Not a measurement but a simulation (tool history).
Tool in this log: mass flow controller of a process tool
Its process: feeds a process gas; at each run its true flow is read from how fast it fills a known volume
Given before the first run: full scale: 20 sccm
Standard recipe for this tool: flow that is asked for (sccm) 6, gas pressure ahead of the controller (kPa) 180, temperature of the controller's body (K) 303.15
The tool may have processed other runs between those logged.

run,hour,flow that is asked for (sccm),gas pressure ahead of the controller (kPa),temperature of the controller's body (K),true flow (%)
1,0,6,180,303.15,104.45
2,266.2,6,180,303.15,104.55
3,508.9,6,180,303.15,104.6
4,630.6,6,180,303.15,104.77
# hour 650.6: controller's zero set anew
5,896,6,180,303.15,101.09
6,1157.6,6,251,303.15,100.93
7,1376.7,6,251,303.15,101.14
8,1591.2,6,180,303.15,101.4
9,1746.7,5,180,303.15,101.68
10,1977,5,180,303.15,101.7
11,2233.9,5,180,303.15,101.87
12,2372.2,5,180,303.15,102.03
13,2584.2,5,180,303.15,102.09
14,2841.9,3,180,303.15,102.88
15,2965.4,3,180,303.15,102.98
16,3093,6,180,303.15,102.25
17,3246.6,6,180,303.15,102.12
18,3462.5,6,180,303.15,102.4
19,3578.3,17,259,299.15,101.87
20,3837.7,17,259,299.15,101.88
21,4084.6,17,259,299.15,102.03
22,4232.5,17,259,299.15,102.15
23,4433.2,4,175,311.15,103.22
24,4615.9,13,230,307.15,102.02
25,4868.3,13,230,307.15,102.15

The next listed run, before its measurement:
26,5073.8,20,155,303.15,?

true flow (%): 102.4
With the hidden condition absent and the run-to-run variation left alone, this run would have shown true flow (%) 99.98.
